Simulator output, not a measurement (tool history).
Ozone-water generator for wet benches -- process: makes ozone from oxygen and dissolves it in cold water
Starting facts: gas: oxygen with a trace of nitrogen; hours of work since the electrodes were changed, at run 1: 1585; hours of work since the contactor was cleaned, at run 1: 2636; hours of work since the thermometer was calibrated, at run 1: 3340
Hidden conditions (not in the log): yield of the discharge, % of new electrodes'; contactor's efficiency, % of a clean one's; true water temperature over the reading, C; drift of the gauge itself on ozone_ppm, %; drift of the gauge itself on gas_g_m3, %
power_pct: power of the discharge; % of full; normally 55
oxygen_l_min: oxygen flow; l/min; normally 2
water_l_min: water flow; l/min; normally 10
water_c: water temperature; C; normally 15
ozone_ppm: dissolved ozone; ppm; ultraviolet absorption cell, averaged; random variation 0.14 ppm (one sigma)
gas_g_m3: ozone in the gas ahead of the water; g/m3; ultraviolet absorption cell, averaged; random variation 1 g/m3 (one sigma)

| run | hour | power_pct | oxygen_l_min | water_l_min | water_c | hours of work since the electrodes were changed | hours of work since the contactor was cleaned | hours of work since the thermometer was calibrated | ozone_ppm | gas_g_m3 |
|---|---|---|---|---|---|---|---|---|---|---|
| 1 | 0 | 55 | 2 | 10 | 15 | 1585 | 2636 | 3340 | 14.4 | 167.4 |
| 2 | 180.7 | 55 | 2 | 10 | 15 | 1712 | 2764 | 3468 | 14.5 | 169.8 |
| 3 | 294.2 | 55 | 2 | 10 | 15 | 1792 | 2844 | 3548 | 14.2 | 167 |
| 4 | 382.9 | 55 | 2 | 10 | 15 | 1855 | 2906 | 3610 | 14.5 | 167.5 |
| 5 | 463.1 | 55 | 2 | 10 | 15 | 1911 | 2963 | 3667 | 14.4 | 168.9 |
| 6 | 585.3 | 55 | 2 | 10 | 15 | 1997 | 3049 | 3753 | 14.3 | 165.3 |
| 7 | 736.8 | 55 | 2 | 10 | 11 | 2104 | 3156 | 3860 | 14.9 | 167.4 |
| 8 | 875.8 | 55 | 2 | 11 | 11 | 2202 | 3254 | 3958 | 13.3 | 167.1 |
| 9 | 972.1 | 55 | 2 | 10 | 15 | 2270 | 3322 | 4026 | 14.2 | 167.4 |
| 10 | 1123.1 | 55 | 2 | 10 | 15 | 2377 | 3428 | 4132 | 14.1 | 165.3 |
| 11 | 1284.2 | 62 | 3.51 | 8 | 12 | 2490 | 3542 | 4246 | 18.2 | 125.1 |
| 12 | 1364.2 | 61 | 3.51 | 8 | 12 | 2546 | 3598 | 4302 | 17.8 | 122.2 |
| 13 | 1482.8 | 67 | 1.21 | 11 | 9 | 2630 | 3682 | 4386 | 14.3 | 251.3 |
|  | 1496.5 | water thermometer calibrated |
| 14 | 1582.4 | 96 | 1.21 | 11 | 9 | 2700 | 3751 | 61 | 17.7 | 311 |
| 15 | 1738.1 | 80 | 2.14 | 11 | 9 | 2810 | 3861 | 170 | 16.9 | 192 |
| 16 | 1905.6 | 79 | 2.14 | 15 | 9 | 2928 | 3979 | 288 | 12 | 192.1 |
| 17 | 2055.1 | 79 | 2.14 | 15 | 9 | 3033 | 4085 | 394 | 12.1 | 192.5 |
|  | 2133.2 | water thermometer calibrated, once more |
| 18 | 2238 | 55 | 2 | 15 | 15 | 3162 | 4213 | 74 | 8.9 | 162.5 |
| 19 | 2338.1 | 55 | 1.76 | 8 | 15 | 3232 | 4284 | 144 | 16.9 | 177 |

Expected results for the next run?
| 20 | 2422.3 | 48 | 3.06 | 8 | 21 | 3292 | 4343 | 204 | ? | ? |

ozone_ppm: 13.3 ppm
gas_g_m3: 114.9 g/m3
Had the tool carried no hidden state, the very same run would have given ozone_ppm 14.9 ppm, gas_g_m3 122.6 g/m3.

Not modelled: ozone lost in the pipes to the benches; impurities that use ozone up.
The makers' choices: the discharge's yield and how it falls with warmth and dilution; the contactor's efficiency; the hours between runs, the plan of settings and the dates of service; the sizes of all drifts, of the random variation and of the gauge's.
